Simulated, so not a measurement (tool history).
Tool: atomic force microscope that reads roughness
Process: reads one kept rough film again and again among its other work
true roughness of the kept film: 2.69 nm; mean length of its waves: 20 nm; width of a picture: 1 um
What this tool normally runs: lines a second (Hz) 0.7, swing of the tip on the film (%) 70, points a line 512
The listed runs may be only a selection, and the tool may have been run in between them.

run   hour  lines a second (Hz)  swing of the tip on the film (%)  points a line  roughness of the kept film (nm (root mean square))
  1      0                  0.7                                70            512                                               2.103
  2   15.7                  0.7                                70            537                                               2.079
  3   34.2                0.891                                70            537                                                2.06
  4   52.4                0.891                                70            537                                               2.023
  5   62.4                0.891                                70            537                                                1.98
  6   74.5                0.891                                70            537                                               1.972
  7   86.8                 2.07                                70            512                                               1.916
      88.8  -- new tip fitted
  8  102.5                 2.07                                70            512                                               2.206
  9  121.9                 2.07                                70            512                                               2.165
 10  145.2                  0.7                                87            512                                               2.146
 11  163.6                  0.7                                87            512                                               2.116
 12  173.4                  0.7                                70            417                                               2.136
 13  194.2                  0.7                                57            417                                               2.109
 14  207.2                  0.7                                57            417                                               2.075
 15    221                1.579                                58            417                                               2.034
 16    232                1.579                                58            417                                               2.018
 17  255.2                1.917                                85            547                                               1.832
 18  274.3                0.715                                62            512                                               1.954

Predict the results of run 19:
     290.6  -- new tip fitted
 19  296.4                  0.7                                68            703                                                   ?

roughness of the kept film (nm (root mean square)): 2.332
Take away the tool's hidden state, keep the run-to-run variation as it was, and the same run would have given roughness of the kept film (nm (root mean square)) 2.346.
